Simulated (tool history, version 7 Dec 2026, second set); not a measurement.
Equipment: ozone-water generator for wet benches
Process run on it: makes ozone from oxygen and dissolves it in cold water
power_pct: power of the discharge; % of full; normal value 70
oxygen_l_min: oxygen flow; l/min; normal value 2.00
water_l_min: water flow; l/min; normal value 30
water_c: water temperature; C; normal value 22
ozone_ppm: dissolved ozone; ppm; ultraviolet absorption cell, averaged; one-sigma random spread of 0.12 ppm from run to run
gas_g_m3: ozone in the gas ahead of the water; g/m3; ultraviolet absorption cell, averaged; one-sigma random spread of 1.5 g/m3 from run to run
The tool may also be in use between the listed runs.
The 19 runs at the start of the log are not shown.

run    hour  power_pct  oxygen_l_min  water_l_min  water_c  ozone_ppm  gas_g_m3
 20  2761.9         70          3.17           30       22        8.9     174.2
     2779.5  -- contactor cleaned
 21  2889.3         61          3.04           30       22        7.9     160.7
 22  3040.2         70          3.25           30       22        9.1     171.2
 23  3171.9         88          2.54           18       18       16.3     228.4
     3259.1  -- contactor cleaned, once more
 24  3324.7         70          1.99           36       15        7.0     214.2
 25  3511.3         70          1.99           44       15        5.4     213.1
 26  3658.9         70          2.00           25       20        9.7     212.9
 27  3794.4         70          2.00           25       18        9.5     212.4
 28  3912.2         93          1.20           25       18        9.9     329.6
 29  4114.6         46          1.97           38       23        4.5     157.6
 30  4310.5        100          2.00           28       22       10.6     266.1
 31  4432.1         56          2.00           30       25        6.4     177.9

What does the tool deliver on the next run?
 32  4623.7         70          2.00           35       22          ?         ?

ozone_ppm: 6.7 ppm
gas_g_m3: 209.0 g/m3
Were there no unlogged condition in the tool, this run, its random variation unchanged, would have produced ozone_ppm 8.8 ppm, gas_g_m3 275.7 g/m3.
